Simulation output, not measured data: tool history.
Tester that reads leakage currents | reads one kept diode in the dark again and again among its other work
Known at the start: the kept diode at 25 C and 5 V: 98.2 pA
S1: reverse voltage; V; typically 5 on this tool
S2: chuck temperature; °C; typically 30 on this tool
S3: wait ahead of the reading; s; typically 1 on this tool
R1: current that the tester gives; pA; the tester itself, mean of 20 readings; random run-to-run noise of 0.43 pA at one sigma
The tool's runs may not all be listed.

| run | hour | S1 | S2 | S3 | R1 |
|---|---|---|---|---|---|
| 1 | 0 | 5 | 30 | 1 | 140.59 |
| 2 | 35.5 | 5 | 56 | 1 | 785.66 |
| 3 | 79.1 | 5 | 56 | 1 | 779.54 |
|  | 153.1 | chuck's temperature calibrated |
| 4 | 155.3 | 5 | 56 | 4.52 | 784.55 |
| 5 | 212.2 | 5 | 30 | 1 | 142.03 |
| 6 | 280.4 | 5 | 30 | 1 | 141.5 |
| 7 | 343.1 | 5 | 30 | 1 | 141.32 |
| 8 | 406.6 | 5 | 36 | 1 | 214.58 |
| 9 | 474.3 | 5 | 30 | 1 | 141.72 |
| 10 | 539.3 | 5 | 30 | 1 | 141.69 |
| 11 | 608.2 | 5 | 30 | 1 | 142.16 |
| 12 | 654.8 | 5 | 30 | 1 | 141.55 |
| 13 | 711.2 | 5 | 30 | 1 | 140.8 |
| 14 | 750.6 | 5 | 30 | 1 | 141.09 |
| 15 | 804.1 | 5 | 30 | 1 | 141.35 |
|  | 857.3 | probe card cleaned and baked |
| 16 | 881.7 | 1.16 | 30 | 1 | 60.26 |
|  | 931.3 | chuck's temperature calibrated |
| 17 | 963.4 | 1.16 | 30 | 1 | 60.23 |
| 18 | 1000.1 | 1.16 | 30 | 1 | 60.16 |
| 19 | 1074.5 | 1.16 | 30 | 1 | 60.31 |
| 20 | 1153.5 | 1.16 | 27 | 1 | 48.25 |
| 21 | 1226.2 | 1.59 | 27 | 1 | 58.37 |
| 22 | 1267.7 | 5 | 30 | 7.15 | 140.86 |
| 23 | 1317.8 | 5 | 37 | 2.72 | 230.55 |
| 24 | 1365.4 | 5 | 27 | 5.25 | 113.17 |

Run 25 has not been measured yet. What should we expect?
| 25 | 1411.1 | 5 | 25 | 0.34 | ? |

{"run 25": {"R1": 98.75}}
Without the tool's hidden state the same run would have given R1 98.95 pA.
